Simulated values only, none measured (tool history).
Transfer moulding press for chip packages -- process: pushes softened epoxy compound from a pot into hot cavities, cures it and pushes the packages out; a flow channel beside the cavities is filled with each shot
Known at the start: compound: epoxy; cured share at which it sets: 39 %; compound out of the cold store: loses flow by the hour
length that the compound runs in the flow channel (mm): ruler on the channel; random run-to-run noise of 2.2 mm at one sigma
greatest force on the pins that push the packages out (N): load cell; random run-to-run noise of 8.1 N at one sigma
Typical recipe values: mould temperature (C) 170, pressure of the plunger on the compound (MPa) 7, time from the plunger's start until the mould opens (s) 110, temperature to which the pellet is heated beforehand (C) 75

run,day,mould temperature (C),pressure of the plunger on the compound (MPa),time from the plunger's start until the mould opens (s),temperature to which the pellet is heated beforehand (C),incoming compound's hours out of the cold store,length that the compound runs in the flow channel (mm),greatest force on the pins that push the packages out (N)
1,0,170,7,110,75,40.8,472,682
# day 0.542: cavities cleaned with cleaning compound and waxed
2,1.617,170,7,110,75,33,483,564
3,3.421,170,7,110,75,30.5,489,694
# day 4.283: cavities cleaned with cleaning compound and waxed
4,4.317,170,7,110,75,15.5,512,392
5,5.096,170,8.56,110,75,25.9,542,505
6,6.1,170,8.56,110,75,13.3,570,660
7,7.342,170,8.56,110,75,39.3,518,662
# day 7.958: cavities cleaned with cleaning compound and waxed
8,8.454,170,7,110,74,45.8,458,473
# day 9.475: plunger's sealing rings changed
9,10.383,170,7,110,70,29.8,495,653
# day 11.704: cavities cleaned with cleaning compound and waxed
10,12.171,170,7,110,70,47.3,462,446
11,13.667,177,7,110,75,18.4,487,531
12,15.204,177,7,110,75,22.5,482,560
# day 15.35: cavities cleaned with cleaning compound and waxed
13,16.346,170,7,110,74,30.4,486,551
14,17.896,170,7,110,75,43.4,465,643
# day 19: cavities cleaned with cleaning compound and waxed
15,19.208,178,5.65,99,73,28.2,416,347
16,20.254,169,7.73,106,85,27.1,517,615
17,22.012,166,6.68,149,85,11.9,516,589
# day 22.633: cavities cleaned with cleaning compound and waxed
18,23.246,170,7,94,77,14.9,506,653
# day 23.817: plunger's sealing rings changed
19,25.196,170,7,94,77,29.7,495,836
20,26.112,170,7,94,77,33,485,859
# day 26.425: cavities cleaned with cleaning compound and waxed
21,27.696,164,7.56,108,68,31.6,527,845
22,29.471,170,7,142,75,34.1,479,573
# day 30.1: cavities cleaned with cleaning compound and waxed
23,31.342,171,7,107,75,11.8,515,559
24,32.512,174,7,111,68,13.5,501,574
# day 33.742: cavities cleaned with cleaning compound and waxed
25,33.746,170,5.33,114,75,9.5,458,346
26,35.542,169,5.33,123,75,39.7,411,574
27,37.204,169,5.33,123,75,19.6,441,630
# day 37.429: cavities cleaned with cleaning compound and waxed
# day 38.158: plunger's sealing rings changed
28,38.575,169,8.78,123,75,24.1,566,497

Predict each of these 3 candidate next runs independently; none follows another, all start after run 28:
A,40.188,174,7,110,75,9.1,?,?
B,40.188,172,6.63,123,75,28.4,?,?
C,40.188,177,7,110,68,8.5,?,?

run,length that the compound runs in the flow channel (mm),greatest force on the pins that push the packages out (N)
A,510,578
B,474,567
C,503,570
With no hidden state in the tool, these same runs would have given:
run,length that the compound runs in the flow channel (mm),greatest force on the pins that push the packages out (N)
A,518,305
B,481,299
C,511,300
